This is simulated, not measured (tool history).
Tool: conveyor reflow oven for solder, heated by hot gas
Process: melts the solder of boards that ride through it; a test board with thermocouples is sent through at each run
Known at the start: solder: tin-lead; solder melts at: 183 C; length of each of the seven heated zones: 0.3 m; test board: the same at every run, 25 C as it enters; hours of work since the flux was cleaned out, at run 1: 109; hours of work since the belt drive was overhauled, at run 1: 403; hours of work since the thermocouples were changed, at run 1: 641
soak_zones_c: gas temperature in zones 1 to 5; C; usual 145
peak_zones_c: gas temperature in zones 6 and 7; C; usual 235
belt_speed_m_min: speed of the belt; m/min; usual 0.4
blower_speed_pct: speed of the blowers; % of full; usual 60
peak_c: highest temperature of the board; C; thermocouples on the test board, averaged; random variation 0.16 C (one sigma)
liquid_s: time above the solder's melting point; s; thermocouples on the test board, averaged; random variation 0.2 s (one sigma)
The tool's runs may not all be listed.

run    hour  soak_zones_c  peak_zones_c  belt_speed_m_min  blower_speed_pct  hours of work since the flux was cleaned out  hours of work since the belt drive was overhauled  hours of work since the thermocouples were changed  peak_c  liquid_s
  1       0           145           235               0.4                60                                           109                                                403                                                 641   213.4      65.2
  2    57.3           145           235               0.4                60                                           147                                                441                                                 679   213.4        65
  3   126.8           145           235               0.4                60                                           193                                                487                                                 725   213.4      64.7
  4   166.7           145           235               0.4                60                                           220                                                514                                                 752   213.4        65
  5   200.6           145           235               0.4                60                                           242                                                536                                                 774   213.3      64.6
  6   281.1           145           235             0.326                60                                           296                                                590                                                 827   220.1      89.2
      304.8  -- flux residue cleaned out of gas plates and filters
      313.7  -- thermocouples of zones 6 and 7 changed
  7   350.2           145           235             0.326                60                                            29                                                631                                                  24   220.3      89.2
  8   399.6           145           235             0.326                60                                            62                                                664                                                  57   219.9      89.2
  9   476.6           145           235             0.326                60                                           113                                                715                                                 108   219.7      89.2
 10   553.2           145           235             0.326                60                                           163                                                766                                                 159   219.9      89.2
 11   613.5           145           235               0.4                60                                           203                                                806                                                 199   213.6      65.1
 12     681           145           235               0.4                60                                           248                                                850                                                 244   213.2      65.1
 13   717.5           146           234               0.4                60                                           272                                                875                                                 268   212.6      65.2
      772.1  -- flux residue cleaned out of gas plates and filters
 14   785.1           146           234               0.4                60                                             9                                                916                                                 309   212.9      64.8
 15   819.9           138           235             0.385                70                                            32                                                939                                                 332   216.7      69.1
 16   862.8           137           235               0.4                52                                            60                                                968                                                 361   207.6      53.4
 17   937.2           146           236             0.339                60                                           110                                               1017                                                 410   219.8      85.9
      951.9  -- belt drive overhauled, speed set with a stopwatch
 18   994.3           146           236             0.339                60                                           145                                                 28                                                 445     220      86.4
 19  1027.4           158           235               0.4                60                                           167                                                 50                                                 467   216.4      75.1
 20    1068           132           235               0.4                89                                           194                                                 77                                                 494   220.2      67.6
 21  1112.9           134           235               0.4                60                                           223                                                107                                                 524   210.6        57
 22  1151.9           145           225               0.4                60                                           249                                                133                                                 550   205.3      55.6
 23  1205.7           145           225               0.4                60                                           285                                                168                                                 586   205.7      55.4
     1241.2  -- flux residue cleaned out of gas plates and filters
 24  1258.9           141           229             0.439                82                                            12                                                200                                                 618   211.9      57.2

Hidden state at the last listed run before each entry between runs and at the first one after, where it differs:
Between runs 6 and 7: flux residue cleaned out of gas plates and filters (hour 304.8); thermocouples of zones 6 and 7 changed (hour 313.7)
  heat that the gas passes to the board, % of a clean oven's: 99.7 -> 100; true gas temperature in zones 6 and 7 over the reading, C: 0.07 -> 0.02
Between runs 13 and 14: flux residue cleaned out of gas plates and filters (hour 772.1)
  heat that the gas passes to the board, % of a clean oven's: 99.8 -> 100; true gas temperature in zones 6 and 7 over the reading, C: 0.04 -> 0.05
Between runs 17 and 18: belt drive overhauled, speed set with a stopwatch (hour 951.9)
  belt's true speed, % of the reading: 99.98 -> 100
Between runs 23 and 24: flux residue cleaned out of gas plates and filters (hour 1241.2)
  heat that the gas passes to the board, % of a clean oven's: 99.7 -> 100; true gas temperature in zones 6 and 7 over the reading, C: 0.07 -> 0.08

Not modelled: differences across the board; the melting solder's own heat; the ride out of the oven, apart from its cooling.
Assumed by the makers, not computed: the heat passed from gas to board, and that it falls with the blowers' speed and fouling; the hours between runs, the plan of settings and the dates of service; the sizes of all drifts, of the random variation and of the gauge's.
